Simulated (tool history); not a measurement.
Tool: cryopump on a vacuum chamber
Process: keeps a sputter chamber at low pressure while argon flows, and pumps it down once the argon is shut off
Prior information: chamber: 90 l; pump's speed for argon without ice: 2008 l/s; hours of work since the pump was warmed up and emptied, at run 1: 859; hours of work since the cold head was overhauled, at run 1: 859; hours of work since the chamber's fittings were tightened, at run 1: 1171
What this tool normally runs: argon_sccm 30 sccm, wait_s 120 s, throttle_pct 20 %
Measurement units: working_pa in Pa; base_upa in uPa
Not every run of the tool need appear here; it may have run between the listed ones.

run     day  argon_sccm  wait_s  throttle_pct  hours of work since the pump was warmed up and emptied  hours of work since the cold head was overhauled  hours of work since the chamber's fittings were tightened  working_pa  base_upa
  1   0.000          30     120            20                                                     859                                               859                                                       1171      0.1345      1.64
  2   0.962          30     116            20                                                     875                                               875                                                       1187      0.1349      1.58
  3   1.712          30     120            20                                                     888                                               888                                                       1200      0.1362      1.58
  4   2.596          30     120            20                                                     903                                               903                                                       1215      0.1363      1.67
  5   3.433          30     120            20                                                     917                                               917                                                       1229      0.1360      1.66
  6   4.058          30     120            20                                                     928                                               928                                                       1240      0.1360      1.73
  7   4.996          30     120            20                                                     944                                               944                                                       1256      0.1366      1.77
  8   6.242          30     120            20                                                     965                                               965                                                       1277      0.1367      1.78
  9   7.604          19     120            20                                                     988                                               988                                                       1300      0.0869      1.82
      8.096  -- pump warmed up, emptied and cooled again
 10   8.650          19     120            20                                                       9                                              1002                                                       1314      0.0800      1.31
 11   9.621          19     188            20                                                      26                                              1018                                                       1331      0.0791      1.33
 12  10.375          27     120            20                                                      39                                              1031                                                       1343      0.1149      1.41
 13  11.421          27     120            20                                                      56                                              1049                                                       1361      0.1144      1.38
 14  12.021          30     120            27                                                      67                                              1059                                                       1371      0.0940      1.38
 15  13.104          30     120            20                                                      85                                              1077                                                       1390      0.1274      1.42
 16  13.738          30     120            20                                                      96                                              1088                                                       1400      0.1278      1.45
 17  15.071          30     120            20                                                     118                                              1111                                                       1423      0.1267      1.40
 18  15.929          37     129            23                                                     133                                              1125                                                       1437      0.1368      1.45
 19  16.733          37     129            23                                                     146                                              1139                                                       1451      0.1370      1.52
 20  17.708          46      21            47                                                     163                                              1156                                                       1468      0.0844      2.10
 21  18.558          16     120            41                                                     177                                              1170                                                       1482      0.0342      1.50
 22  19.412          45      29            55                                                     192                                              1184                                                       1496      0.0711      1.95
 23  20.458          45      29            55                                                     210                                              1202                                                       1514      0.0723      1.89
 24  21.796          45      29            55                                                     232                                              1225                                                       1537      0.0722      2.01
 25  22.696          15     143            44                                                     247                                              1240                                                       1552      0.0297      1.63
 26  23.800          36     118            18                                                     266                                              1259                                                       1571      0.1708      1.66
 27  25.133          36     269            49                                                     289                                              1281                                                       1593      0.0668      1.61
 28  25.850          36     269            49                                                     301                                              1293                                                       1606      0.0652      1.63
 29  27.212          30     120            40                                                     324                                              1317                                                       1629      0.0658      1.66
 30  27.825          30     120            40                                                     334                                              1327                                                       1639      0.0667      1.72
 31  28.829          30     120            40                                                     351                                              1344                                                       1656      0.0673      1.77
 32  29.892          24     120            20                                                     369                                              1362                                                       1674      0.1043      1.72
 33  31.138          24      40            20                                                     391                                              1383                                                       1695      0.1038      2.08
 34  32.150          34      51            20                                                     408                                              1400                                                       1712      0.1471      1.97

For each run, the measured value with the value that run would have given without the tool's hidden condition subtracted. The run-to-run variation is shared by both, the gauge scatter possibly not:
Hidden state at play: pump's speed, % of a pump's without ice; cold plate's temperature, K; leak into the chamber, uPa l/s; drift of the gauge itself on working_pa, %; drift of the gauge itself on base_upa, %.
run  working_pa  base_upa
  1     +0.0090     +1.33
  2     +0.0091     +1.32
  3     +0.0095     +1.34
  4     +0.0096     +1.39
  5     +0.0098     +1.40
  6     +0.0099     +1.42
  7     +0.0102     +1.46
  8     +0.0105     +1.50
  9     +0.0068     +1.53
 10     +0.0003     +1.04
 11     +0.0004     +1.09
 12     +0.0006     +1.10
 13     +0.0008     +1.13
 14     +0.0010     +1.11
 15     +0.0011     +1.16
 16     +0.0012     +1.14
 17     +0.0013     +1.14
 18     +0.0018     +1.21
 19     +0.0019     +1.25
 20     +0.0026     +1.24
 21     +0.0010     +1.23
 22     +0.0030     +1.27
 23     +0.0033     +1.25
 24     +0.0036     +1.32
 25     +0.0012     +1.37
 26     +0.0032     +1.38
 27     +0.0035     +1.40
 28     +0.0036     +1.42
 29     +0.0032     +1.39
 30     +0.0033     +1.47
 31     +0.0035     +1.50
 32     +0.0030     +1.47
 33     +0.0032     +1.56
 34     +0.0046     +1.53
